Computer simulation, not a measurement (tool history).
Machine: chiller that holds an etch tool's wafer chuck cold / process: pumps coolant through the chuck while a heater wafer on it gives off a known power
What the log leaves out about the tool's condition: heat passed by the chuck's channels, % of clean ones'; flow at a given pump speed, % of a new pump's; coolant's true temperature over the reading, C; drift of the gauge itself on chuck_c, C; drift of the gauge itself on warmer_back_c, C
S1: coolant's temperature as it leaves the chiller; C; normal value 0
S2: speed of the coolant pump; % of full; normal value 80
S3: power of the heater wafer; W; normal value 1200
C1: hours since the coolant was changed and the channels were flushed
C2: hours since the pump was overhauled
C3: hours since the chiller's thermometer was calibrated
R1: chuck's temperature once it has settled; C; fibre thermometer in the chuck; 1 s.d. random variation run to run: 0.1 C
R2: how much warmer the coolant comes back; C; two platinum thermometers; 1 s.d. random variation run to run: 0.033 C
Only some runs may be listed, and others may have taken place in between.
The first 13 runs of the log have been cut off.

{"run": 14, "day": 16.183, "S1": 0, "S2": 80, "S3": 1517, "C1": 2402, "C2": 1578, "C3": 330, "R1": 13.1, "R2": 5.62}
{"run": 15, "day": 17.179, "S1": 0, "S2": 80, "S3": 1517, "C1": 2426, "C2": 1602, "C3": 354, "R1": 13.1, "R2": 5.62}
{"run": 16, "day": 18.917, "S1": 0, "S2": 80, "S3": 1517, "C1": 2468, "C2": 1644, "C3": 395, "R1": 13.1, "R2": 5.61}
{"run": 17, "day": 20.096, "S1": 0, "S2": 80, "S3": 1517, "C1": 2496, "C2": 1672, "C3": 423, "R1": 13, "R2": 5.65}
{"run": 18, "day": 21.462, "S1": 0, "S2": 80, "S3": 1517, "C1": 2529, "C2": 1705, "C3": 456, "R1": 13.2, "R2": 5.68}
{"run": 19, "day": 22.638, "S1": 0, "S2": 80, "S3": 699, "C1": 2557, "C2": 1733, "C3": 485, "R1": 6.1, "R2": 2.59}
{"run": 20, "day": 23.9, "S1": 0, "S2": 74, "S3": 699, "C1": 2588, "C2": 1764, "C3": 515, "R1": 6.4, "R2": 2.75}
{"run": 21, "day": 25.671, "S1": 0, "S2": 79, "S3": 844, "C1": 2630, "C2": 1806, "C3": 557, "R1": 7.5, "R2": 3.18}
{"run": 22, "day": 27.004, "S1": 0, "S2": 79, "S3": 844, "C1": 2662, "C2": 1838, "C3": 589, "R1": 7.4, "R2": 3.18}
{"day": 27.379, "done": "coolant pump overhauled"}
{"run": 23, "day": 28.929, "S1": 1, "S2": 69, "S3": 1200, "C1": 2703, "C2": 37, "C3": 631, "R1": 12.8, "R2": 5.19}
{"run": 24, "day": 30.35, "S1": 7, "S2": 80, "S3": 850, "C1": 2737, "C2": 71, "C3": 665, "R1": 14.2, "R2": 3.17}
{"run": 25, "day": 31.254, "S1": 1, "S2": 63, "S3": 1698, "C1": 2759, "C2": 93, "C3": 686, "R1": 19.5, "R2": 8.14}
{"run": 26, "day": 33.088, "S1": -8, "S2": 87, "S3": 1051, "C1": 2803, "C2": 137, "C3": 730, "R1": 0.4, "R2": 3.61}
{"run": 27, "day": 34.608, "S1": -8, "S2": 87, "S3": 1051, "C1": 2840, "C2": 173, "C3": 767, "R1": 0.5, "R2": 3.61}
{"day": 35.096, "done": "coolant pump overhauled, once more"}
{"run": 28, "day": 36.429, "S1": 3, "S2": 97, "S3": 1710, "C1": 2878, "C2": 32, "C3": 805, "R1": 15.6, "R2": 5.23}
{"run": 29, "day": 38.004, "S1": 6, "S2": 60, "S3": 1259, "C1": 2916, "C2": 70, "C3": 843, "R1": 20.1, "R2": 6.27}
{"run": 30, "day": 39.204, "S1": 0, "S2": 63, "S3": 637, "C1": 2945, "C2": 99, "C3": 872, "R1": 6.8, "R2": 2.95}
{"run": 31, "day": 40.967, "S1": 7, "S2": 76, "S3": 1200, "C1": 2987, "C2": 141, "C3": 914, "R1": 17.8, "R2": 4.59}
{"run": 32, "day": 41.783, "S1": 7, "S2": 65, "S3": 1200, "C1": 3007, "C2": 161, "C3": 934, "R1": 19.7, "R2": 5.42}
{"run": 33, "day": 42.779, "S1": 7, "S2": 65, "S3": 627, "C1": 3031, "C2": 184, "C3": 958, "R1": 13.7, "R2": 2.87}

Predict each of these 3 candidate next runs independently; none follows another, all start after run 33:
{"run": "A", "day": 44.608, "S1": -6, "S2": 63, "S3": 1262, "C1": 3075, "C2": 228, "C3": 1002, "R1": "?", "R2": "?"}
{"run": "B", "day": 44.608, "S1": 7, "S2": 94, "S3": 1008, "C1": 3075, "C2": 228, "C3": 1002, "R1": "?", "R2": "?"}
{"run": "C", "day": 44.608, "S1": -1, "S2": 80, "S3": 1200, "C1": 3075, "C2": 228, "C3": 1002, "R1": "?", "R2": "?"}

run=A R1=7.5 R2=5.9
run=B R1=14.7 R2=3.22
run=C R1=9.5 R2=4.5
Without the tool's unlogged condition, the same runs would have read:
run=A R1=6.6 R2=5.88
run=B R1=14.1 R2=3.21
run=C R1=8.8 R2=4.48
